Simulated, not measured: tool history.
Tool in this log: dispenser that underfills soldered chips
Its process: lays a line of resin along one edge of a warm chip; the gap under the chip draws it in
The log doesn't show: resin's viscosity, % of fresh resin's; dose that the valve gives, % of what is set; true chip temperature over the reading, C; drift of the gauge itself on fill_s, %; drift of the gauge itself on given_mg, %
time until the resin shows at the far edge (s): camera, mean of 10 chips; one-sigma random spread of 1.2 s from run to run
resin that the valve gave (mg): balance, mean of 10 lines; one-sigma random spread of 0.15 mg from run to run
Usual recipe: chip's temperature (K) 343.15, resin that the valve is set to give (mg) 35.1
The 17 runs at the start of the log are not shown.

run	hour	chip's temperature (K)	resin that the valve is set to give (mg)	hours of work since the syringe was changed	hours of work since the valve was cleaned	hours of work since the stage was calibrated	time until the resin shows at the far edge (s)	resin that the valve gave (mg)
# hour 160.6: new syringe of resin
# hour 164.5: dispensing valve cleaned and set on the balance
18	166.3	353.15	35.1	3	1	233	86.6	34.92
# hour 172.5: new syringe of resin
19	175.6	353.15	35.1	2	8	239	80.7	34.54
# hour 182.8: new syringe of resin
20	188.4	353.15	40.3	4	16	248	90.2	39.64
# hour 193.7: new syringe of resin
21	200.1	353.15	40.3	4	24	256	89.5	39.54
# hour 204.9: new syringe of resin
22	208.5	353.15	40.3	3	30	262	81.9	39.02
23	214.7	353.15	40.3	7	34	266	100.9	38.92
# hour 215.7: new syringe of resin
24	221.3	354.15	40.8	4	39	271	83.6	39.25
# hour 226.5: new syringe of resin
25	230.7	354.15	40.8	3	45	277	78.7	39.15
# hour 236.7: new syringe of resin
26	239.5	329.15	32.9	2	51	283	242	31.23
# hour 247.4: new syringe of resin
27	249.6	337.15	35.1	2	58	290	161	33.05
28	255.2	340.15	33.1	5	62	294	166.8	31.1
# hour 258.2: new syringe of resin
29	262.8	334.15	42.8	3	67	299	199	40.16
# hour 268.5: new syringe of resin
30	270.1	334.15	42.8	1	72	304	176.6	39.83
31	277.8	356.15	34.9	7	77	309	86.3	32.3
# hour 279.5: new syringe of resin
# hour 290.1: new syringe of resin
32	291	343.15	41	1	86	318	116.3	37.3
33	299	355.15	45.5	6	92	324	89.6	41.27

Alternative continuations, all from the tool just after run 33; predict every row:
# hour 300.9: new syringe of resin
A	305.6	334.15	42.2	3	96	328	?	?
# hour 300.9: new syringe of resin
B	305.6	343.15	43.7	3	96	328	?	?
# hour 300.9: new syringe of resin
C	305.6	332.15	33.4	3	96	328	?	?

run	time until the resin shows at the far edge (s)	resin that the valve gave (mg)
A	196.1	38.02
B	129.5	39.53
C	220.9	30.15
Without the tool's hidden state the same runs would have given:
run	time until the resin shows at the far edge (s)	resin that the valve gave (mg)
A	175.3	41.98
B	115.5	43.65
C	194.7	33.3

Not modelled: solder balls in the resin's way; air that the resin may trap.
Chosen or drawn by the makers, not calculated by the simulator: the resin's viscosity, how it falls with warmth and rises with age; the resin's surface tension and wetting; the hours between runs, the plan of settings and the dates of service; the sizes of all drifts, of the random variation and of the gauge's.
